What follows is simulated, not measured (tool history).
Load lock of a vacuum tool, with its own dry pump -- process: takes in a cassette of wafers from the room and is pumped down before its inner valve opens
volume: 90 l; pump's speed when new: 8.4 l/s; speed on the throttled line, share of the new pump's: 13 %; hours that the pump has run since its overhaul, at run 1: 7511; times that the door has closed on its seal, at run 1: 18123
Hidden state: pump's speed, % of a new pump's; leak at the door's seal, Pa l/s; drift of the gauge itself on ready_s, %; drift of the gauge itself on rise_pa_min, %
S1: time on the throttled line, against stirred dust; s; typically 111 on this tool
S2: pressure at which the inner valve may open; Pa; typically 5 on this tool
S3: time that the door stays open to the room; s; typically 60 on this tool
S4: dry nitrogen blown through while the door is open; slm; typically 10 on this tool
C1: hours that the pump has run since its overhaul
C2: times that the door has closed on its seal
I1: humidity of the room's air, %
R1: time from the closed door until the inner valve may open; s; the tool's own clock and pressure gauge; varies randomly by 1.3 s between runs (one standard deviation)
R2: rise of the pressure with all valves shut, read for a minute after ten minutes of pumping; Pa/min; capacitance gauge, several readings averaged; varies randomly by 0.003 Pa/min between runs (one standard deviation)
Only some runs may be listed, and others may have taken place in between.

run 1 hour=0 | S1=111 S2=5 S3=60 S4=10 | C1=7511 C2=18123 | I1=45 | R1=216.6 R2=0.059
run 2 hour=99.9 | S1=111 S2=5 S3=60 S4=10 | C1=7611 C2=18512 | I1=45.7 | R1=217.3 R2=0.066
run 3 hour=214.4 | S1=111 S2=5 S3=60 S4=10 | C1=7725 C2=18959 | I1=47.9 | R1=217 R2=0.063
run 4 hour=290.3 | S1=111 S2=5 S3=60 S4=10 | C1=7801 C2=19254 | I1=43.2 | R1=220.1 R2=0.059
run 5 hour=422.7 | S1=111 S2=5 S3=60 S4=10 | C1=7934 C2=19771 | I1=45.4 | R1=217.6 R2=0.062
run 6 hour=532.9 | S1=111 S2=5 S3=60 S4=10 | C1=8044 C2=20200 | I1=44.6 | R1=218.8 R2=0.065
run 7 hour=633.7 | S1=111 S2=5 S3=60 S4=10 | C1=8145 C2=20593 | I1=42.9 | R1=217.6 R2=0.061
run 8 hour=718.5 | S1=111 S2=10 S3=60 S4=10 | C1=8229 C2=20924 | I1=45.9 | R1=209.8 R2=0.066
run 9 hour=818 | S1=111 S2=10 S3=60 S4=10 | C1=8329 C2=21312 | I1=47.6 | R1=209.7 R2=0.063
run 10 hour=944.4 | S1=111 S2=10 S3=60 S4=10 | C1=8455 C2=21805 | I1=40.7 | R1=210.2 R2=0.063
run 11 hour=1067.2 | S1=111 S2=9 S3=60 S4=10 | C1=8578 C2=22283 | I1=45.2 | R1=211.4 R2=0.072
run 12 hour=1202.2 | S1=179 S2=7 S3=60 S4=10 | C1=8713 C2=22810 | I1=46 | R1=272 R2=0.075
run 13 hour=1321.2 | S1=111 S2=4 S3=60 S4=15 | C1=8832 C2=23274 | I1=44.6 | R1=220.7 R2=0.063
run 14 hour=1408.8 | S1=111 S2=4 S3=60 S4=15 | C1=8920 C2=23615 | I1=47.6 | R1=223.2 R2=0.068
run 15 hour=1468.4 | S1=184 S2=4 S3=60 S4=15 | C1=8979 C2=23847 | I1=47.7 | R1=286.6 R2=0.067
run 16 hour=1606.8 | S1=184 S2=4 S3=60 S4=15 | C1=9118 C2=24387 | I1=45.3 | R1=288.9 R2=0.062
run 17 hour=1717.5 | S1=184 S2=4 S3=60 S4=15 | C1=9228 C2=24819 | I1=43.4 | R1=287 R2=0.062
run 18 hour=1794.3 | S1=204 S2=7 S3=60 S4=42 | C1=9305 C2=25118 | I1=45.3 | R1=292.3 R2=0.048
run 19 hour=1895.3 | S1=204 S2=7 S3=102 S4=8 | C1=9406 C2=25512 | I1=47.2 | R1=295.1 R2=0.096

What if the next run were any one of these 4? Each begins from the tool's condition after run 19:
run A hour=1963.8 | S1=111 S2=6 S3=60 S4=10 | C1=9475 C2=25779 | I1=46.2 | R1=? R2=?
run B hour=1963.8 | S1=120 S2=7 S3=127 S4=8 | C1=9475 C2=25779 | I1=42.8 | R1=? R2=?
run C hour=1963.8 | S1=99 S2=7 S3=119 S4=21 | C1=9475 C2=25779 | I1=44.3 | R1=? R2=?
run D hour=1963.8 | S1=204 S2=7 S3=28 S4=8 | C1=9475 C2=25779 | I1=47 | R1=? R2=?

run=A R1=217.5 R2=0.077
run=B R1=225.3 R2=0.105
run=C R1=206 R2=0.077
run=D R1=294.4 R2=0.058
Stripped of hidden state, with their random variation kept, the same runs would have yielded:
run=A R1=200.7 R2=0.043
run=B R1=208.6 R2=0.071
run=C R1=189 R2=0.044
run=D R1=280 R2=0.025
